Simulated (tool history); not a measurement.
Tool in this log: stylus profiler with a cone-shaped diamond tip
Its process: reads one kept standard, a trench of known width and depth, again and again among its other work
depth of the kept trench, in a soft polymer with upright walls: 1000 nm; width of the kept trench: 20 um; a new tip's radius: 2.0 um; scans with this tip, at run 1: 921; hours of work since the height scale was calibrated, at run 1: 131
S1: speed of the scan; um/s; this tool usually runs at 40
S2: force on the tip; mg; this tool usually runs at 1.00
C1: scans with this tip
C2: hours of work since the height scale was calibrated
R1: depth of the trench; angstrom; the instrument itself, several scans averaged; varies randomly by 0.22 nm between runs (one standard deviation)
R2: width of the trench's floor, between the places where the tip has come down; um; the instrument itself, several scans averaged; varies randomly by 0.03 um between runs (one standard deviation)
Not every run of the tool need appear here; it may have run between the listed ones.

| run | hour | S1 | S2 | C1 | C2 | R1 | R2 |
|---|---|---|---|---|---|---|---|
| 1 | 0.0 | 40 | 1.00 | 921 | 131 | 10072.4 | 15.89 |
| 2 | 27.4 | 18 | 1.00 | 1024 | 146 | 10073.0 | 16.11 |
| 3 | 47.7 | 40 | 0.65 | 1100 | 157 | 10058.6 | 15.81 |
| 4 | 64.1 | 40 | 0.69 | 1162 | 165 | 10060.2 | 15.85 |
| 5 | 87.9 | 40 | 0.69 | 1252 | 178 | 10063.5 | 15.81 |
| 6 | 112.3 | 40 | 1.00 | 1343 | 191 | 10077.5 | 15.84 |
| 7 | 130.6 | 40 | 1.00 | 1412 | 201 | 10076.4 | 15.86 |
| 8 | 163.0 | 40 | 1.00 | 1534 | 218 | 10079.6 | 15.78 |
| 9 | 198.7 | 40 | 1.00 | 1668 | 237 | 10076.9 | 15.86 |
| 10 | 226.6 | 40 | 1.00 | 1773 | 252 | 10076.8 | 15.84 |
| 11 | 254.9 | 40 | 1.00 | 1880 | 267 | 10080.8 | 15.79 |
| 12 | 291.1 | 45 | 1.00 | 2016 | 287 | 10081.1 | 15.75 |
| 13 | 308.6 | 74 | 1.00 | 2082 | 296 | 10081.3 | 15.42 |
| 14 | 324.4 | 74 | 1.00 | 2141 | 305 | 10083.6 | 15.42 |
| 15 | 354.6 | 40 | 1.00 | 2255 | 321 | 10078.4 | 15.80 |
| 16 | 378.8 | 40 | 1.00 | 2346 | 334 | 10079.9 | 15.75 |
| 17 | 394.5 | 113 | 1.00 | 2405 | 342 | 10080.4 | 15.00 |
| 18 | 424.1 | 113 | 1.00 | 2517 | 358 | 10080.0 | 14.94 |
| 19 | 443.3 | 40 | 1.00 | 2589 | 368 | 10081.1 | 15.72 |
| 20 | 480.6 | 40 | 1.00 | 2729 | 388 | 10083.0 | 15.67 |
| 21 | 511.3 | 40 | 1.00 | 2844 | 405 | 10081.4 | 15.68 |
| 22 | 527.4 | 40 | 1.00 | 2905 | 413 | 10083.3 | 15.64 |
| 23 | 549.2 | 40 | 1.00 | 2987 | 425 | 10091.2 | 15.69 |
| 24 | 571.0 | 40 | 1.00 | 3069 | 437 | 10086.4 | 15.67 |
| 25 | 609.0 | 141 | 2.08 | 3212 | 457 | 10124.8 | 15.03 |
| 26 | 645.3 | 45 | 1.00 | 3348 | 476 | 10088.7 | 15.58 |
| 27 | 662.2 | 45 | 1.00 | 3412 | 485 | 10086.7 | 15.58 |
| 28 | 686.5 | 45 | 1.00 | 3503 | 498 | 10092.1 | 15.58 |
| 29 | 704.7 | 107 | 1.65 | 3572 | 508 | 10111.2 | 15.15 |
| 30 | 733.0 | 72 | 0.73 | 3678 | 523 | 10082.6 | 15.14 |
| 31 | 761.7 | 32 | 1.00 | 3786 | 539 | 10087.8 | 15.65 |
| 32 | 786.1 | 59 | 1.00 | 3878 | 552 | 10090.1 | 15.32 |
| 33 | 822.4 | 14 | 1.71 | 4015 | 571 | 10113.2 | 15.84 |
| 34 | 838.5 | 14 | 1.71 | 4075 | 580 | 10118.0 | 15.82 |
| 35 | 869.7 | 14 | 1.71 | 4192 | 596 | 10120.3 | 15.83 |
| 36 | 887.5 | 14 | 1.71 | 4260 | 606 | 10117.4 | 15.81 |
| 37 | 913.8 | 72 | 1.71 | 4359 | 620 | 10120.2 | 15.36 |
| 38 | 942.4 | 86 | 1.15 | 4466 | 635 | 10102.3 | 15.08 |
| 39 | 976.2 | 63 | 1.00 | 4593 | 654 | 10100.0 | 15.26 |
| 40 | 1003.5 | 26 | 1.48 | 4696 | 668 | 10114.4 | 15.63 |
| 41 | 1028.1 | 16 | 2.21 | 4789 | 681 | 10132.7 | 15.74 |
| 42 | 1043.9 | 20 | 1.00 | 4848 | 690 | 10097.8 | 15.62 |
| 43 | 1062.2 | 85 | 2.19 | 4917 | 700 | 10139.2 | 15.30 |
| 44 | 1087.1 | 45 | 0.42 | 5010 | 713 | 10073.3 | 15.11 |
| 45 | 1118.5 | 141 | 0.49 | 5129 | 730 | 10072.8 | 13.86 |
| 46 | 1144.6 | 56 | 0.69 | 5227 | 744 | 10084.1 | 15.10 |

5 options for the next run, each taken on its own from the tool as it stands now. Forecast them:
| A | 1162.6 | 57 | 0.97 | 5294 | 753 | ? | ? |
| B | 1162.6 | 11 | 1.44 | 5294 | 753 | ? | ? |
| C | 1162.6 | 115 | 0.69 | 5294 | 753 | ? | ? |
| D | 1162.6 | 56 | 0.36 | 5294 | 753 | ? | ? |
| E | 1162.6 | 107 | 0.88 | 5294 | 753 | ? | ? |

| run | R1 | R2 |
|---|---|---|
| A | 10096.9 | 15.28 |
| B | 10113.4 | 15.73 |
| C | 10086.1 | 14.43 |
| D | 10068.9 | 14.86 |
| E | 10095.2 | 14.69 |
With no hidden state in the tool, these same runs would have given:
| run | R1 | R2 |
|---|---|---|
| A | 10058.7 | 16.02 |
| B | 10075.0 | 16.46 |
| C | 10047.9 | 15.17 |
| D | 10030.8 | 15.59 |
| E | 10056.9 | 15.42 |

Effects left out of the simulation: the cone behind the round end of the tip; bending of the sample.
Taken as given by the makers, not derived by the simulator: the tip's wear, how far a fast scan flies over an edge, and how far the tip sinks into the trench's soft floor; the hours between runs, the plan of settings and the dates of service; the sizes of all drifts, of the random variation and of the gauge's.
